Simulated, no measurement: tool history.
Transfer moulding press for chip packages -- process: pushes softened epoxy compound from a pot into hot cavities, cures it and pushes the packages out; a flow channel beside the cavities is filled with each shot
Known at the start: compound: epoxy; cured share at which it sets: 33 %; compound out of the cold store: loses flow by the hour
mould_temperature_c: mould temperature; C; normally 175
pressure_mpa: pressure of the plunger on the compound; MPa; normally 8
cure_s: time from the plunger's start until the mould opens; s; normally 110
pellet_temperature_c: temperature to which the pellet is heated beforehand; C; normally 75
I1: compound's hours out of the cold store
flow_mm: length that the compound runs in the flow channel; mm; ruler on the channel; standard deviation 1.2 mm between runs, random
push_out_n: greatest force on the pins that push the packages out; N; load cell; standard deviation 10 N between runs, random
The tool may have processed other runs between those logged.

{"run": 1, "hour": 0.0, "mould_temperature_c": 175, "pressure_mpa": 8, "cure_s": 110, "pellet_temperature_c": 75, "I1": 35.3, "flow_mm": 463, "push_out_n": 471}
{"run": 2, "hour": 26.9, "mould_temperature_c": 175, "pressure_mpa": 8, "cure_s": 110, "pellet_temperature_c": 75, "I1": 19, "flow_mm": 490, "push_out_n": 695}
{"run": 3, "hour": 52.8, "mould_temperature_c": 175, "pressure_mpa": 8, "cure_s": 110, "pellet_temperature_c": 75, "I1": 11.2, "flow_mm": 506, "push_out_n": 803}
{"hour": 58.9, "done": "cavities cleaned with cleaning compound and waxed"}
{"run": 4, "hour": 69.2, "mould_temperature_c": 175, "pressure_mpa": 8, "cure_s": 110, "pellet_temperature_c": 75, "I1": 31.4, "flow_mm": 468, "push_out_n": 533}
{"hour": 75.3, "done": "plunger's sealing rings changed"}
{"run": 5, "hour": 86.7, "mould_temperature_c": 175, "pressure_mpa": 8, "cure_s": 110, "pellet_temperature_c": 75, "I1": 21.2, "flow_mm": 507, "push_out_n": 677}
{"run": 6, "hour": 111.1, "mould_temperature_c": 175, "pressure_mpa": 8, "cure_s": 110, "pellet_temperature_c": 75, "I1": 30.7, "flow_mm": 488, "push_out_n": 728}
{"hour": 119.2, "done": "cavities cleaned with cleaning compound and waxed"}
{"run": 7, "hour": 134.6, "mould_temperature_c": 168, "pressure_mpa": 8, "cure_s": 110, "pellet_temperature_c": 75, "I1": 9.7, "flow_mm": 546, "push_out_n": 1021}
{"run": 8, "hour": 160.6, "mould_temperature_c": 168, "pressure_mpa": 8, "cure_s": 110, "pellet_temperature_c": 75, "I1": 28.4, "flow_mm": 505, "push_out_n": 1181}
{"hour": 178.7, "done": "cavities cleaned with cleaning compound and waxed"}
{"run": 9, "hour": 178.7, "mould_temperature_c": 168, "pressure_mpa": 8, "cure_s": 110, "pellet_temperature_c": 75, "I1": 20.6, "flow_mm": 519, "push_out_n": 798}
{"hour": 195.8, "done": "mould's thermocouples calibrated"}
{"run": 10, "hour": 195.8, "mould_temperature_c": 175, "pressure_mpa": 8, "cure_s": 110, "pellet_temperature_c": 75, "I1": 21.2, "flow_mm": 502, "push_out_n": 661}
{"run": 11, "hour": 219.5, "mould_temperature_c": 175, "pressure_mpa": 8, "cure_s": 110, "pellet_temperature_c": 75, "I1": 22.3, "flow_mm": 498, "push_out_n": 752}
{"hour": 239.3, "done": "cavities cleaned with cleaning compound and waxed"}
{"run": 12, "hour": 243.5, "mould_temperature_c": 175, "pressure_mpa": 6.85, "cure_s": 110, "pellet_temperature_c": 75, "I1": 11.7, "flow_mm": 480, "push_out_n": 543}
{"run": 13, "hour": 268.0, "mould_temperature_c": 175, "pressure_mpa": 6.85, "cure_s": 110, "pellet_temperature_c": 75, "I1": 26.4, "flow_mm": 452, "push_out_n": 681}
{"run": 14, "hour": 288.4, "mould_temperature_c": 175, "pressure_mpa": 8, "cure_s": 139, "pellet_temperature_c": 75, "I1": 39.7, "flow_mm": 461, "push_out_n": 627}
{"hour": 296.9, "done": "cavities cleaned with cleaning compound and waxed"}
{"run": 15, "hour": 306.6, "mould_temperature_c": 175, "pressure_mpa": 8, "cure_s": 139, "pellet_temperature_c": 75, "I1": 26.4, "flow_mm": 486, "push_out_n": 446}
{"run": 16, "hour": 324.6, "mould_temperature_c": 175, "pressure_mpa": 8, "cure_s": 139, "pellet_temperature_c": 75, "I1": 24.5, "flow_mm": 486, "push_out_n": 576}
{"run": 17, "hour": 336.9, "mould_temperature_c": 175, "pressure_mpa": 8, "cure_s": 139, "pellet_temperature_c": 75, "I1": 42.3, "flow_mm": 455, "push_out_n": 604}
{"run": 18, "hour": 352.3, "mould_temperature_c": 175, "pressure_mpa": 8, "cure_s": 131, "pellet_temperature_c": 75, "I1": 19.7, "flow_mm": 493, "push_out_n": 661}
{"hour": 356.1, "done": "cavities cleaned with cleaning compound and waxed"}
{"run": 19, "hour": 368.2, "mould_temperature_c": 175, "pressure_mpa": 8, "cure_s": 125, "pellet_temperature_c": 70, "I1": 41.1, "flow_mm": 454, "push_out_n": 512}
{"run": 20, "hour": 379.5, "mould_temperature_c": 175, "pressure_mpa": 7.93, "cure_s": 110, "pellet_temperature_c": 75, "I1": 20.3, "flow_mm": 489, "push_out_n": 688}
{"run": 21, "hour": 405.9, "mould_temperature_c": 176, "pressure_mpa": 7.93, "cure_s": 110, "pellet_temperature_c": 75, "I1": 10.3, "flow_mm": 505, "push_out_n": 776}
{"hour": 414.7, "done": "cavities cleaned with cleaning compound and waxed"}
{"hour": 431.5, "done": "plunger's sealing rings changed"}
{"run": 22, "hour": 435.9, "mould_temperature_c": 176, "pressure_mpa": 7.93, "cure_s": 110, "pellet_temperature_c": 75, "I1": 21.5, "flow_mm": 502, "push_out_n": 600}
{"run": 23, "hour": 451.1, "mould_temperature_c": 176, "pressure_mpa": 7.93, "cure_s": 110, "pellet_temperature_c": 75, "I1": 44, "flow_mm": 459, "push_out_n": 657}
{"run": 24, "hour": 467.3, "mould_temperature_c": 176, "pressure_mpa": 7.93, "cure_s": 110, "pellet_temperature_c": 75, "I1": 36.4, "flow_mm": 473, "push_out_n": 713}
{"hour": 476.6, "done": "cavities cleaned with cleaning compound and waxed"}
{"run": 25, "hour": 491.7, "mould_temperature_c": 181, "pressure_mpa": 7.93, "cure_s": 123, "pellet_temperature_c": 75, "I1": 31.3, "flow_mm": 472, "push_out_n": 482}
{"run": 26, "hour": 508.7, "mould_temperature_c": 167, "pressure_mpa": 9.56, "cure_s": 120, "pellet_temperature_c": 75, "I1": 47.3, "flow_mm": 517, "push_out_n": 962}
{"run": 27, "hour": 529.4, "mould_temperature_c": 174, "pressure_mpa": 9.56, "cure_s": 120, "pellet_temperature_c": 75, "I1": 10.9, "flow_mm": 575, "push_out_n": 754}
{"hour": 534.6, "done": "cavities cleaned with cleaning compound and waxed"}
{"run": 28, "hour": 549.6, "mould_temperature_c": 174, "pressure_mpa": 9.56, "cure_s": 120, "pellet_temperature_c": 75, "I1": 40.5, "flow_mm": 512, "push_out_n": 565}
{"run": 29, "hour": 571.3, "mould_temperature_c": 174, "pressure_mpa": 9.56, "cure_s": 120, "pellet_temperature_c": 75, "I1": 10.2, "flow_mm": 575, "push_out_n": 700}

3 ways to go on from here, each from the tool as it stands after run 29. What would each give?
{"run": "A", "hour": 586.6, "mould_temperature_c": 174, "pressure_mpa": 9.56, "cure_s": 125, "pellet_temperature_c": 75, "I1": 22.5, "flow_mm": "?", "push_out_n": "?"}
{"run": "B", "hour": 586.6, "mould_temperature_c": 170, "pressure_mpa": 9.56, "cure_s": 108, "pellet_temperature_c": 75, "I1": 11.2, "flow_mm": "?", "push_out_n": "?"}
{"run": "C", "hour": 586.6, "mould_temperature_c": 174, "pressure_mpa": 6.11, "cure_s": 120, "pellet_temperature_c": 75, "I1": 15.2, "flow_mm": "?", "push_out_n": "?"}

run=A flow_mm=547 push_out_n=698
run=B flow_mm=586 push_out_n=1163
run=C flow_mm=450 push_out_n=729
Without the tool's unlogged condition, the same runs would have read:
run=A flow_mm=557 push_out_n=427
run=B flow_mm=597 push_out_n=716
run=C flow_mm=458 push_out_n=446
